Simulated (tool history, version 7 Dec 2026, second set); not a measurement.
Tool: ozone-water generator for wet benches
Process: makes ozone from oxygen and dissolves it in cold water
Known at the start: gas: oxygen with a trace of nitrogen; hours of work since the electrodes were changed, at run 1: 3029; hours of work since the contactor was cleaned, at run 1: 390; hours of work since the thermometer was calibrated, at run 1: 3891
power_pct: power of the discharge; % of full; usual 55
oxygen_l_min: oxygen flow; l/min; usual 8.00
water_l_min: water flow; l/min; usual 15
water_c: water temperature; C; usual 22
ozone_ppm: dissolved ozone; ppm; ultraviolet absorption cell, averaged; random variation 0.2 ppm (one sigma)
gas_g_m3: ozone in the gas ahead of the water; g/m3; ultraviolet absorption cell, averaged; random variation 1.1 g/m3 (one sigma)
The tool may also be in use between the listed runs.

run,day,power_pct,oxygen_l_min,water_l_min,water_c,hours of work since the electrodes were changed,hours of work since the contactor was cleaned,hours of work since the thermometer was calibrated,ozone_ppm,gas_g_m3
1,0.000,55,8.00,15,22,3029,390,3891,29.6,198.9
2,5.467,56,8.00,15,22,3128,489,3990,30.1,203.0
3,12.758,56,8.00,15,22,3260,621,4122,29.7,201.0
4,17.379,56,8.00,15,22,3344,705,4206,30.0,201.6
5,24.575,56,8.00,15,22,3474,835,4336,30.1,201.5
6,31.050,56,8.00,15,22,3591,952,4453,30.0,200.1
7,39.929,56,8.00,15,22,3752,1113,4614,30.1,199.5
8,46.642,55,8.00,23,22,3873,1235,4735,21.5,198.2
9,51.567,53,5.78,17,22,3963,1324,4824,26.4,223.2
10,58.779,41,8.87,13,15,4093,1454,4955,32.1,162.4
11,65.883,41,8.87,13,15,4222,1583,5084,31.7,160.7
12,73.538,55,10.81,10,25,4360,1722,5222,32.5,175.9
13,78.483,55,4.11,10,20,4450,1811,5312,40.2,259.3
14,83.683,55,4.11,10,20,4544,1905,5406,40.5,256.8
# day 88.279: water thermometer calibrated
15,89.458,55,12.44,10,27,4648,2009,21,30.1,165.8
16,97.858,88,8.00,13,28,4800,2161,173,36.6,253.5

Forecast each of these 3 alternatives for the next run:
A,107.208,55,4.10,15,23,4969,2331,343,?,?
B,107.208,79,7.84,15,16,4969,2331,343,?,?
C,107.208,48,8.00,13,28,4969,2331,343,?,?

run,ozone_ppm,gas_g_m3
A,28.7,258.0
B,41.2,241.7
C,25.9,183.8
Without the tool's hidden state the same runs would have given:
run,ozone_ppm,gas_g_m3
A,28.7,261.2
B,41.3,244.7
C,25.9,186.0

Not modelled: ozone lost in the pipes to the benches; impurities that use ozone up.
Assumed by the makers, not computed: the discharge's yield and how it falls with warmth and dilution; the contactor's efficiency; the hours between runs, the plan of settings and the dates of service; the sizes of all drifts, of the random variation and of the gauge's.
